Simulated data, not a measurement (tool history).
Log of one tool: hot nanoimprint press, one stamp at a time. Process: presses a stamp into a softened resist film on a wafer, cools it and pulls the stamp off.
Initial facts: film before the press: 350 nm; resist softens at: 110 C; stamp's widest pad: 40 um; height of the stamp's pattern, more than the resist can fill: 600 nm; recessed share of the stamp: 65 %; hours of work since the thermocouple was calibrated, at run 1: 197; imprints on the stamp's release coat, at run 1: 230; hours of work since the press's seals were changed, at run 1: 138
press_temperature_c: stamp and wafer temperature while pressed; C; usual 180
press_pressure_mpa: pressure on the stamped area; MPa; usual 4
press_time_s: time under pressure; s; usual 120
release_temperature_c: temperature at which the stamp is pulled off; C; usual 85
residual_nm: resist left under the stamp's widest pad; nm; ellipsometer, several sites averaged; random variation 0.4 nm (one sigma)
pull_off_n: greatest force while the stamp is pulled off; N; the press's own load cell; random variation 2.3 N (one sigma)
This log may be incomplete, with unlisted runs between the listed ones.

run	hour	press_temperature_c	press_pressure_mpa	press_time_s	release_temperature_c	hours of work since the thermocouple was calibrated	imprints on the stamp's release coat	hours of work since the press's seals were changed	residual_nm	pull_off_n
1	0	180	4	120	85	197	230	138	171.7	105
2	15.3	182	4	120	85	209	280	150	159	111
3	43.7	182	4	120	85	231	371	171	158.6	112
4	64.9	182	4	64	85	247	439	187	193.8	116
5	78.8	182	4	64	85	257	483	198	194.4	115
6	102.5	182	4	64	85	275	559	216	194.3	116
# hour 115.6: plate thermocouple calibrated
7	120.1	182	4	64	85	3	607	227	199	119
8	148.9	182	4	64	85	25	699	249	199.2	118
9	171.2	182	4	64	85	43	771	266	198.2	121
10	196.9	180	5.83	145	85	62	853	286	136.6	122
11	228.5	191	4	143	83	86	955	310	107.4	130
12	255.1	186	4	68	85	107	1040	331	168.9	129
13	270.4	171	4	68	85	118	1090	342	275.3	130
14	288.9	186	4.09	120	77	132	1149	356	137.4	140
15	304.8	169	4.09	120	79	145	1200	368	257.2	141
16	321.4	191	5.7	156	85	157	1253	381	85.4	135
17	350.2	173	4	120	85	179	1346	403	227.1	132

3 options for the next run, each taken on its own from the tool as it stands now. Forecast them:
A	372	182	4	120	85	196	1416	420	?	?
B	372	173	5.02	120	85	196	1416	420	?	?
C	372	186	2.4	120	85	196	1416	420	?	?

run	residual_nm	pull_off_n
A	162.6	142
B	207.6	137
C	180.1	143
Stripped of hidden state, with their random variation kept, the same runs would have yielded:
run	residual_nm	pull_off_n
A	160.6	108
B	204.7	103
C	179.4	108
